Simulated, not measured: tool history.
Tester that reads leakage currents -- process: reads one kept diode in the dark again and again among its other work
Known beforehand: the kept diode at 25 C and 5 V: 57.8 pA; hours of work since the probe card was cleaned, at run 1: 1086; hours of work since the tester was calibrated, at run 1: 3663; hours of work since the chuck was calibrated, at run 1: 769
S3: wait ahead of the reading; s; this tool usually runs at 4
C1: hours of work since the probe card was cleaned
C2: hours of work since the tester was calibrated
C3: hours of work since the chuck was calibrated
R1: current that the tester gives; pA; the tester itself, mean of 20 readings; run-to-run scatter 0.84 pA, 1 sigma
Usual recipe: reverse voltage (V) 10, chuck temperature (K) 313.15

{"run": 1, "hour": 0.0, "reverse voltage (V)": 10, "chuck temperature (K)": 313.15, "S3": 4, "C1": 1086, "C2": 3663, "C3": 769, "R1": 334.7}
{"run": 2, "hour": 141.5, "reverse voltage (V)": 10, "chuck temperature (K)": 313.15, "S3": 4, "C1": 1177, "C2": 3754, "C3": 860, "R1": 339.08}
{"run": 3, "hour": 340.4, "reverse voltage (V)": 10, "chuck temperature (K)": 313.15, "S3": 4, "C1": 1304, "C2": 3881, "C3": 987, "R1": 350.83}
{"hour": 364.2, "done": "chuck's temperature calibrated"}
{"run": 4, "hour": 496.4, "reverse voltage (V)": 10, "chuck temperature (K)": 313.15, "S3": 1.82, "C1": 1402, "C2": 3979, "C3": 85, "R1": 388.88}
{"run": 5, "hour": 671.0, "reverse voltage (V)": 10, "chuck temperature (K)": 298.15, "S3": 4, "C1": 1514, "C2": 4091, "C3": 196, "R1": 130.87}
{"run": 6, "hour": 777.0, "reverse voltage (V)": 10, "chuck temperature (K)": 298.15, "S3": 4, "C1": 1582, "C2": 4159, "C3": 264, "R1": 132.81}
{"hour": 876.2, "done": "chuck's temperature calibrated, once more"}
{"run": 7, "hour": 968.4, "reverse voltage (V)": 10, "chuck temperature (K)": 313.15, "S3": 4, "C1": 1703, "C2": 4280, "C3": 59, "R1": 299.86}
{"run": 8, "hour": 1072.9, "reverse voltage (V)": 10, "chuck temperature (K)": 313.15, "S3": 4, "C1": 1770, "C2": 4347, "C3": 126, "R1": 304.88}
{"run": 9, "hour": 1219.4, "reverse voltage (V)": 10, "chuck temperature (K)": 313.15, "S3": 4, "C1": 1863, "C2": 4440, "C3": 219, "R1": 313.04}
{"hour": 1312.5, "done": "tester calibrated"}
{"run": 10, "hour": 1378.7, "reverse voltage (V)": 10, "chuck temperature (K)": 313.15, "S3": 4, "C1": 1964, "C2": 42, "C3": 320, "R1": 322.94}
{"run": 11, "hour": 1555.9, "reverse voltage (V)": 10, "chuck temperature (K)": 313.15, "S3": 4, "C1": 2077, "C2": 156, "C3": 433, "R1": 330.7}
{"run": 12, "hour": 1702.5, "reverse voltage (V)": 10, "chuck temperature (K)": 313.15, "S3": 2.9, "C1": 2171, "C2": 249, "C3": 527, "R1": 337.78}
{"hour": 1912.6, "done": "probe card cleaned and baked"}
{"run": 13, "hour": 1922.9, "reverse voltage (V)": 10, "chuck temperature (K)": 313.15, "S3": 2.9, "C1": 7, "C2": 388, "C3": 666, "R1": 321.82}
{"run": 14, "hour": 2115.2, "reverse voltage (V)": 1.3, "chuck temperature (K)": 313.15, "S3": 4, "C1": 129, "C2": 511, "C3": 789, "R1": 125.46}
{"run": 15, "hour": 2354.0, "reverse voltage (V)": 1.3, "chuck temperature (K)": 313.15, "S3": 4, "C1": 282, "C2": 664, "C3": 941, "R1": 129.21}
{"hour": 2447.6, "done": "chuck's temperature calibrated"}
{"run": 16, "hour": 2585.4, "reverse voltage (V)": 1.3, "chuck temperature (K)": 313.15, "S3": 4, "C1": 429, "C2": 810, "C3": 88, "R1": 108.44}
{"run": 17, "hour": 2788.1, "reverse voltage (V)": 1.9, "chuck temperature (K)": 313.15, "S3": 4, "C1": 558, "C2": 940, "C3": 218, "R1": 133.7}
{"run": 18, "hour": 2893.9, "reverse voltage (V)": 1.9, "chuck temperature (K)": 313.15, "S3": 4, "C1": 626, "C2": 1008, "C3": 285, "R1": 134.84}
{"run": 19, "hour": 3030.6, "reverse voltage (V)": 1.9, "chuck temperature (K)": 313.15, "S3": 4, "C1": 713, "C2": 1095, "C3": 373, "R1": 137.78}
{"run": 20, "hour": 3223.7, "reverse voltage (V)": 1.9, "chuck temperature (K)": 313.15, "S3": 4, "C1": 837, "C2": 1218, "C3": 496, "R1": 141.43}
{"run": 21, "hour": 3402.7, "reverse voltage (V)": 1.7, "chuck temperature (K)": 293.15, "S3": 4, "C1": 951, "C2": 1333, "C3": 610, "R1": 27.29}
{"run": 22, "hour": 3628.2, "reverse voltage (V)": 16.3, "chuck temperature (K)": 304.15, "S3": 0.44, "C1": 1095, "C2": 1477, "C3": 755, "R1": 225.76}
{"run": 23, "hour": 3802.2, "reverse voltage (V)": 1.9, "chuck temperature (K)": 304.15, "S3": 0.59, "C1": 1206, "C2": 1588, "C3": 866, "R1": 76.07}
{"hour": 4018.5, "done": "chuck's temperature calibrated"}
{"run": 24, "hour": 4023.8, "reverse voltage (V)": 1.9, "chuck temperature (K)": 319.15, "S3": 1.07, "C1": 1347, "C2": 1729, "C3": 3, "R1": 206.07}
{"run": 25, "hour": 4202.9, "reverse voltage (V)": 1.9, "chuck temperature (K)": 319.15, "S3": 1.07, "C1": 1461, "C2": 1843, "C3": 118, "R1": 210.01}
{"run": 26, "hour": 4386.4, "reverse voltage (V)": 1.3, "chuck temperature (K)": 320.15, "S3": 0.97, "C1": 1579, "C2": 1960, "C3": 235, "R1": 192.74}
{"run": 27, "hour": 4632.0, "reverse voltage (V)": 19.4, "chuck temperature (K)": 313.15, "S3": 4, "C1": 1736, "C2": 2117, "C3": 392, "R1": 447.2}
{"run": 28, "hour": 4805.3, "reverse voltage (V)": 8.5, "chuck temperature (K)": 294.15, "S3": 0.44, "C1": 1846, "C2": 2228, "C3": 503, "R1": 81.18}
{"run": 29, "hour": 4921.3, "reverse voltage (V)": 17.9, "chuck temperature (K)": 297.15, "S3": 4, "C1": 1921, "C2": 2302, "C3": 577, "R1": 149.54}
{"run": 30, "hour": 5056.5, "reverse voltage (V)": 17.4, "chuck temperature (K)": 294.15, "S3": 1.19, "C1": 2007, "C2": 2389, "C3": 663, "R1": 128.75}
{"run": 31, "hour": 5252.1, "reverse voltage (V)": 2, "chuck temperature (K)": 298.15, "S3": 4.04, "C1": 2132, "C2": 2514, "C3": 789, "R1": 49.13}
{"run": 32, "hour": 5436.6, "reverse voltage (V)": 3.7, "chuck temperature (K)": 298.15, "S3": 0.42, "C1": 2250, "C2": 2632, "C3": 906, "R1": 72.47}
{"hour": 5515.8, "done": "probe card cleaned and baked"}
{"run": 33, "hour": 5567.0, "reverse voltage (V)": 10, "chuck temperature (K)": 313.15, "S3": 9.26, "C1": 33, "C2": 2713, "C3": 988, "R1": 335.99}
{"hour": 5583.7, "done": "chuck's temperature calibrated"}
{"run": 34, "hour": 5740.2, "reverse voltage (V)": 15, "chuck temperature (K)": 306.15, "S3": 0.32, "C1": 142, "C2": 2822, "C3": 100, "R1": 206.9}
{"run": 35, "hour": 5850.0, "reverse voltage (V)": 11.5, "chuck temperature (K)": 302.15, "S3": 1.56, "C1": 212, "C2": 2893, "C3": 170, "R1": 128.43}

The logged runs with the hidden state left out (each run's random variation unchanged):
Hidden state present: stray current of the dirty probe card, pA a volt; current scale over the true one, %; true chuck temperature over the reading, C; drift of the gauge itself on leakage_pa, %.
run=1 R1=279.8
run=2 R1=278.17
run=3 R1=279.52
run=4 R1=281.25
run=5 R1=80.97
run=6 R1=80.63
run=7 R1=278.1
run=8 R1=278.65
run=9 R1=280.59
run=10 R1=279.89
run=11 R1=279.53
run=12 R1=280.23
run=13 R1=281.44
run=14 R1=106.91
run=15 R1=106.86
run=16 R1=106.85
run=17 R1=128.18
run=18 R1=127.44
run=19 R1=127.93
run=20 R1=128.02
run=21 R1=22.47
run=22 R1=178.95
run=23 R1=62.16
run=24 R1=204.17
run=25 R1=203.42
run=26 R1=183.48
run=27 R1=380.94
run=28 R1=57.43
run=29 R1=97.75
run=30 R1=77.26
run=31 R1=37.68
run=32 R1=52.62
run=33 R1=279.58
run=34 R1=203.67
run=35 R1=123.23
